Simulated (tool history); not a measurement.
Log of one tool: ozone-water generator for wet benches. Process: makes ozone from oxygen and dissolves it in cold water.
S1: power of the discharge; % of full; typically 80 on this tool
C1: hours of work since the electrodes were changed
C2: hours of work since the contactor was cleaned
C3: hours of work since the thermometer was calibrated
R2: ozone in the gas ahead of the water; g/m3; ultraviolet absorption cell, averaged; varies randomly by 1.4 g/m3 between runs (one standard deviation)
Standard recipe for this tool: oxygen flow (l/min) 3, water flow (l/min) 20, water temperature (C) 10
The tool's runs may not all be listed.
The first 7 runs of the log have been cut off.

run 8 hour=184.3 | S1=80 oxygen_flow_(l/min)=3 water_flow_(l/min)=20 water_temperature_(C)=11 | C1=461 C2=540 C3=3955 | dissolved_ozone_(ppm)=21.1 R2=256.8
run 9 hour=209.1 | S1=80 oxygen_flow_(l/min)=3 water_flow_(l/min)=20 water_temperature_(C)=11 | C1=476 C2=555 C3=3971 | dissolved_ozone_(ppm)=21.1 R2=257.2
run 10 hour=229.4 | S1=80 oxygen_flow_(l/min)=3 water_flow_(l/min)=20 water_temperature_(C)=11 | C1=488 C2=567 C3=3983 | dissolved_ozone_(ppm)=21.2 R2=256.7
run 11 hour=247.6 | S1=64 oxygen_flow_(l/min)=3 water_flow_(l/min)=20 water_temperature_(C)=10 | C1=499 C2=579 C3=3994 | dissolved_ozone_(ppm)=17.8 R2=211.4
run 12 hour=276.8 | S1=64 oxygen_flow_(l/min)=3 water_flow_(l/min)=20 water_temperature_(C)=10 | C1=517 C2=596 C3=4012 | dissolved_ozone_(ppm)=17.7 R2=213.2
run 13 hour=296.3 | S1=49 oxygen_flow_(l/min)=3 water_flow_(l/min)=20 water_temperature_(C)=10 | C1=529 C2=608 C3=4024 | dissolved_ozone_(ppm)=14 R2=171.5
run 14 hour=332.5 | S1=49 oxygen_flow_(l/min)=3 water_flow_(l/min)=20 water_temperature_(C)=10 | C1=551 C2=630 C3=4046 | dissolved_ozone_(ppm)=14 R2=168.4
run 15 hour=358.9 | S1=49 oxygen_flow_(l/min)=3 water_flow_(l/min)=20 water_temperature_(C)=10 | C1=567 C2=646 C3=4062 | dissolved_ozone_(ppm)=14 R2=167.7
-- hour=362.4 water thermometer calibrated
run 16 hour=377.3 | S1=49 oxygen_flow_(l/min)=3 water_flow_(l/min)=20 water_temperature_(C)=10 | C1=578 C2=657 C3=9 | dissolved_ozone_(ppm)=14.1 R2=169.7

For run 17, what comes out?
run 17 hour=399.4 | S1=49 oxygen_flow_(l/min)=3 water_flow_(l/min)=20 water_temperature_(C)=7 | C1=591 C2=670 C3=22 | dissolved_ozone_(ppm)=? R2=?

dissolved ozone (ppm): 14.5
R2: 170 g/m3
Take away the tool's hidden state, keep the run-to-run variation as it was, and the same run would have given dissolved ozone (ppm) 14.8, R2 171.7 g/m3.
